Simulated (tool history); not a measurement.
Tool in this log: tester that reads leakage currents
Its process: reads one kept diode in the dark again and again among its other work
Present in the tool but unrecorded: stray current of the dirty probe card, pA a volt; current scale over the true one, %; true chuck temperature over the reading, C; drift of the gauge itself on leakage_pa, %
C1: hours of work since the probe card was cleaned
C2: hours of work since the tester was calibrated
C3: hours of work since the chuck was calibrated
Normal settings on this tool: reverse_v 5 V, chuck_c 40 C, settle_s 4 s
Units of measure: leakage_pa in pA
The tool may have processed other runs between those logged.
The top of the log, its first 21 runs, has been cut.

{"run": 22, "hour": 1019.4, "reverse_v": 5, "chuck_c": 32, "settle_s": 3.53, "C1": 92, "C2": 1389, "C3": 158, "leakage_pa": 81.65}
{"run": 23, "hour": 1054.9, "reverse_v": 6.52, "chuck_c": 40, "settle_s": 5.49, "C1": 109, "C2": 1406, "C3": 175, "leakage_pa": 154.24}
{"run": 24, "hour": 1114.8, "reverse_v": 6.52, "chuck_c": 40, "settle_s": 5.49, "C1": 138, "C2": 1435, "C3": 204, "leakage_pa": 154.6}
{"run": 25, "hour": 1149.3, "reverse_v": 4.1, "chuck_c": 21, "settle_s": 1.21, "C1": 154, "C2": 1451, "C3": 220, "leakage_pa": 35.34}
{"run": 26, "hour": 1201.1, "reverse_v": 4.1, "chuck_c": 21, "settle_s": 1.21, "C1": 179, "C2": 1476, "C3": 245, "leakage_pa": 35.61}
{"run": 27, "hour": 1263.7, "reverse_v": 5, "chuck_c": 58, "settle_s": 4, "C1": 209, "C2": 1506, "C3": 275, "leakage_pa": 448.62}
{"run": 28, "hour": 1300.3, "reverse_v": 5, "chuck_c": 58, "settle_s": 4, "C1": 227, "C2": 1524, "C3": 293, "leakage_pa": 449.9}
{"run": 29, "hour": 1345.1, "reverse_v": 5, "chuck_c": 58, "settle_s": 4, "C1": 248, "C2": 1546, "C3": 314, "leakage_pa": 450.71}
{"run": 30, "hour": 1416.2, "reverse_v": 2.11, "chuck_c": 49, "settle_s": 4.85, "C1": 283, "C2": 1580, "C3": 349, "leakage_pa": 198.93}
{"run": 31, "hour": 1451.3, "reverse_v": 5.01, "chuck_c": 23, "settle_s": 3.66, "C1": 300, "C2": 1597, "C3": 366, "leakage_pa": 44.95}

Each row is a separate what-if for the run after 31, all from the same tool condition, not one after another. Results?
{"run": "A", "hour": 1495.5, "reverse_v": 5, "chuck_c": 37, "settle_s": 4, "C1": 321, "C2": 1618, "C3": 387, "leakage_pa": "?"}
{"run": "B", "hour": 1495.5, "reverse_v": 3.85, "chuck_c": 41, "settle_s": 0.76, "C1": 321, "C2": 1618, "C3": 387, "leakage_pa": "?"}
{"run": "C", "hour": 1495.5, "reverse_v": 5.18, "chuck_c": 27, "settle_s": 2.34, "C1": 321, "C2": 1618, "C3": 387, "leakage_pa": "?"}
{"run": "D", "hour": 1495.5, "reverse_v": 3.05, "chuck_c": 23, "settle_s": 7.47, "C1": 321, "C2": 1618, "C3": 387, "leakage_pa": "?"}
{"run": "E", "hour": 1495.5, "reverse_v": 4.99, "chuck_c": 33, "settle_s": 3.66, "C1": 321, "C2": 1618, "C3": 387, "leakage_pa": "?"}

run=A leakage_pa=118.7
run=B leakage_pa=143.79
run=C leakage_pa=60.57
run=D leakage_pa=38.11
run=E leakage_pa=90.47
Take away the tool's hidden state, keep each run's random variation, and the runs would have read:
run=A leakage_pa=114.04
run=B leakage_pa=139.34
run=C leakage_pa=56.77
run=D leakage_pa=35.79
run=E leakage_pa=86.26
